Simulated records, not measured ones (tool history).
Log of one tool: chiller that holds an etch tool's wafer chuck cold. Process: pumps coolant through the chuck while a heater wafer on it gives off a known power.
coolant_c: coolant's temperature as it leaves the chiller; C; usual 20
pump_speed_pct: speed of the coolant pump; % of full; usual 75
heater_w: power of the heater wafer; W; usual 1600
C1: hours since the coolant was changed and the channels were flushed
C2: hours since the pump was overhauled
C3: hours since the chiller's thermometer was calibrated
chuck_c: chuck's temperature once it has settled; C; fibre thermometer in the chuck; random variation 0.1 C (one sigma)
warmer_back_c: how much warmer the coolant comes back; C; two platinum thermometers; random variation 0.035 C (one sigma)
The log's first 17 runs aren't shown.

Run 18, hour 2554.7: usual settings but coolant_c 23 C, pump_speed_pct 89 % of full, heater_w 1305 W; C1 4027; C2 1013; C3 4341. Result: chuck_c 40.2 C, warmer_back_c 4.22 C.
Run 19, hour 2719.5: usual settings but heater_w 1386 W; C1 4192; C2 1178; C3 4506. Result: chuck_c 41.8 C, warmer_back_c 5.5 C.
Run 20, hour 2889.5: usual settings but pump_speed_pct 70 % of full, heater_w 1089 W; C1 4362; C2 1348; C3 4676. Result: chuck_c 38.8 C, warmer_back_c 4.69 C.
Run 21, hour 3071.1: usual settings but pump_speed_pct 70 % of full, heater_w 1089 W; C1 4543; C2 1529; C3 4858. Result: chuck_c 38.8 C, warmer_back_c 4.72 C.
Run 22, hour 3197.5: usual settings but coolant_c 13 C, pump_speed_pct 90 % of full, heater_w 1252 W; C1 4670; C2 1656; C3 4984. Result: chuck_c 30.2 C, warmer_back_c 4.13 C.
Run 23, hour 3328.1: usual settings but coolant_c 13 C, pump_speed_pct 90 % of full, heater_w 1252 W; C1 4800; C2 1786; C3 5115. Result: chuck_c 30.2 C, warmer_back_c 4.12 C.
Run 24, hour 3448.8: usual settings but coolant_c 18 C, heater_w 1818 W; C1 4921; C2 1907; C3 5235. Result: chuck_c 47.3 C, warmer_back_c 7.3 C.
Run 25, hour 3626.8: usual settings but coolant_c 18 C, pump_speed_pct 87 % of full, heater_w 1529 W; C1 5099; C2 2085; C3 5413. Result: chuck_c 39.7 C, warmer_back_c 5.21 C.
Run 26, hour 3709.9: usual settings but pump_speed_pct 83 % of full, heater_w 1777 W; C1 5182; C2 2168; C3 5496. Result: chuck_c 46.3 C, warmer_back_c 6.36 C.
At hour 3815.1: chiller's thermometer calibrated.
Run 27, hour 3815.1: usual settings but coolant_c 18 C, pump_speed_pct 66 % of full; C1 5286; C2 2272; C3 0. Result: chuck_c 46.9 C, warmer_back_c 7.45 C.
Run 28, hour 3963.3: usual settings but pump_speed_pct 69 % of full; C1 5435; C2 2421; C3 148. Result: chuck_c 47.5 C, warmer_back_c 7.18 C.
Run 29, hour 4146.4: usual settings but coolant_c 22 C, pump_speed_pct 84 % of full; C1 5618; C2 2604; C3 331. Result: chuck_c 44.8 C, warmer_back_c 5.76 C.
At hour 4233.2: coolant changed, channels flushed.
Run 30, hour 4271.7: usual settings but coolant_c 22 C, pump_speed_pct 84 % of full; C1 39; C2 2723; C3 451. Result: chuck_c 43.2 C, warmer_back_c 5.72 C.
Run 31, hour 4359.5: usual settings but coolant_c 14 C, heater_w 1547 W; C1 126; C2 2811; C3 538. Result: chuck_c 37.1 C, warmer_back_c 6.37 C.
Run 32, hour 4472.9: usual settings but coolant_c 14 C, pump_speed_pct 70 % of full, heater_w 2083 W; C1 240; C2 2924; C3 652. Result: chuck_c 47.5 C, warmer_back_c 9.29 C.
Run 33, hour 4627.9: usual settings but coolant_c 11 C; C1 395; C2 3079; C3 807. Result: chuck_c 35.1 C, warmer_back_c 6.62 C.

3 ways to go on from here, each from the tool as it stands after run 33. What would each give?
Run A, hour 4722.9: usual settings but pump_speed_pct 63 % of full; C1 490; C2 3174; C3 902. Result: chuck_c ?, warmer_back_c ?.
Run B, hour 4722.9: usual settings but coolant_c 25 C; C1 490; C2 3174; C3 902. Result: chuck_c ?, warmer_back_c ?.
Run C, hour 4722.9: usual settings but coolant_c 11 C, pump_speed_pct 68 % of full; C1 490; C2 3174; C3 902. Result: chuck_c ?, warmer_back_c ?.

run  chuck_c  warmer_back_c
  A       49           8.12
  B     49.3           6.66
  C     37.8           7.46
Without the tool's hidden state the same runs would have given:
run  chuck_c  warmer_back_c
  A     46.4           7.44
  B     47.1           6.11
  C     35.4           6.84
